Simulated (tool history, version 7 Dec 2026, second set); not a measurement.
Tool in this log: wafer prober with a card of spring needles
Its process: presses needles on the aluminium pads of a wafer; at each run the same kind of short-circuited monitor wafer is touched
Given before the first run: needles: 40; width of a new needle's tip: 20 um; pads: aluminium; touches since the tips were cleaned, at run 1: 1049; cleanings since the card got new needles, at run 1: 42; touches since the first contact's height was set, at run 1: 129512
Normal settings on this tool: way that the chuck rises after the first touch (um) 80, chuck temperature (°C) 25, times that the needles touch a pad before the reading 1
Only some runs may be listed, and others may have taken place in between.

run   hour  way that the chuck rises after the first touch (um)  chuck temperature (°C)  times that the needles touch a pad before the reading  touches since the tips were cleaned  cleanings since the card got new needles  touches since the first contact's height was set  resistance of one needle with its contact and lead (mohm)  way that a needle slides on the pad (um)
  1    0.0                                                   80                      25                                                      1                                 1049                                        42                                            129512                                                        238                                     21.12
       5.3  -- height of the first contact set anew
       7.9  -- tips cleaned on abrasive film
      20.5  -- tips cleaned on abrasive film
      33.0  -- tips cleaned on abrasive film
      43.1  -- tips cleaned on abrasive film
      55.6  -- tips cleaned on abrasive film
  2   55.6                                                   80                      60                                                      1                                    0                                        47                                             13153                                                        164                                     21.94
      65.7  -- tips cleaned on abrasive film
      75.8  -- tips cleaned on abrasive film
      88.4  -- tips cleaned on abrasive film
  3   93.0                                                   80                      60                                                      1                                 1239                                        50                                             22945                                                        241                                     21.79
     100.6  -- tips cleaned on abrasive film
     113.2  -- tips cleaned on abrasive film
     125.8  -- tips cleaned on abrasive film
     136.9  -- tips cleaned on abrasive film
  4  136.9                                                   80                      60                                                      1                                    0                                        54                                             34416                                                        164                                     21.87
     149.5  -- tips cleaned on abrasive film
     159.6  -- tips cleaned on abrasive film
     169.6  -- tips cleaned on abrasive film
     182.2  -- tips cleaned on abrasive film
     192.3  -- tips cleaned on abrasive film
     204.5  -- tips cleaned on abrasive film
  5  204.5                                                  100                      25                                                      1                                    0                                        60                                             52094                                                        156                                     27.31
     217.1  -- tips cleaned on abrasive film
     229.7  -- tips cleaned on abrasive film
     242.2  -- tips cleaned on abrasive film
     254.8  -- tips cleaned on abrasive film
     266.2  -- tips cleaned on abrasive film
  6  266.2                                                   80                      25                                                      2                                    0                                        65                                             68225                                                        155                                     21.54
     278.7  -- tips cleaned on abrasive film
     291.3  -- tips cleaned on abrasive film
     303.9  -- tips cleaned on abrasive film
     316.4  -- tips cleaned on abrasive film
  7  325.9                                                   80                      25                                                      2                                 2499                                        69                                             83882                                                        245                                     21.54
     328.5  -- tips cleaned on abrasive film
     338.6  -- tips cleaned on abrasive film
     351.1  -- tips cleaned on abrasive film
     361.2  -- tips cleaned on abrasive film
     373.8  -- tips cleaned on abrasive film
  8  375.9                                                   80                      25                                                      2                                  557                                        74                                             96938                                                        186                                     21.35
     385.9  -- tips cleaned on abrasive film
     396.0  -- tips cleaned on abrasive film
     408.6  -- tips cleaned on abrasive film
  9  418.0                                                   80                      25                                                      1                                 2482                                        77                                            107973                                                        319                                     21.29
     420.6  -- tips cleaned on abrasive film
     433.2  -- tips cleaned on abrasive film
     445.7  -- tips cleaned on abrasive film
     455.8  -- tips cleaned on abrasive film
     468.4  -- tips cleaned on abrasive film
     480.9  -- tips cleaned on abrasive film
 10  481.1                                                   80                      25                                                      1                                   42                                        83                                            124462                                                        160                                     21.23
     491.2  -- tips cleaned on abrasive film
     501.2  -- tips cleaned on abrasive film
     506.5  -- height of the first contact set anew
     511.6  -- tips cleaned on abrasive film
     524.2  -- tips cleaned on abrasive film
     534.3  -- tips cleaned on abrasive film
     544.3  -- tips cleaned on abrasive film
     554.8  -- tips cleaned on abrasive film
 11  554.8                                                   80                      25                                                      1                                    0                                        90                                             12593                                                        154                                     21.84
     567.3  -- tips cleaned on abrasive film
     579.9  -- tips cleaned on abrasive film
     590.0  -- tips cleaned on abrasive film
     602.5  -- tips cleaned on abrasive film
     612.6  -- tips cleaned on abrasive film
     625.2  -- tips cleaned on abrasive film
 12  625.2                                                   80                      25                                                      1                                    0                                        96                                             31012                                                        163                                     21.78
     635.2  -- tips cleaned on abrasive film
     647.8  -- tips cleaned on abrasive film
     660.4  -- tips cleaned on abrasive film
     672.9  -- tips cleaned on abrasive film
     683.0  -- tips cleaned on abrasive film
 13  690.0                                                   80                      61                                                      1                                 1840                                       101                                             47984                                                        295                                     21.73
     695.1  -- tips cleaned on abrasive film
     705.1  -- tips cleaned on abrasive film
     715.2  -- tips cleaned on abrasive film
     727.8  -- tips cleaned on abrasive film
     737.9  -- tips cleaned on abrasive film
     750.4  -- tips cleaned on abrasive film
     760.5  -- tips cleaned on abrasive film
 14  762.7                                                   98                      25                                                      2                                  583                                       108                                             66989                                                        172                                     26.55
     772.8  -- tips cleaned on abrasive film
     782.9  -- tips cleaned on abrasive film
     795.4  -- tips cleaned on abrasive film
     805.5  -- tips cleaned on abrasive film
     815.6  -- tips cleaned on abrasive film
 15  823.9                                                   98                      25                                                      2                                 2206                                       113                                             83011                                                        210                                     26.47

Run 16 comes next. What will it give?
     826.5  -- tips cleaned on abrasive film
     836.6  -- tips cleaned on abrasive film
     849.2  -- tips cleaned on abrasive film
     861.7  -- tips cleaned on abrasive film
     871.8  -- tips cleaned on abrasive film
 16  877.8                                                   98                      25                                                      1                                 1580                                       118                                             97092                                                          ?                                         ?

resistance of one needle with its contact and lead (mohm): 245
way that a needle slides on the pad (um): 26.23
Take away the tool's hidden state, keep the run-to-run variation as it was, and the same run would have given resistance of one needle with its contact and lead (mohm) 140, way that a needle slides on the pad (um) 26.90.
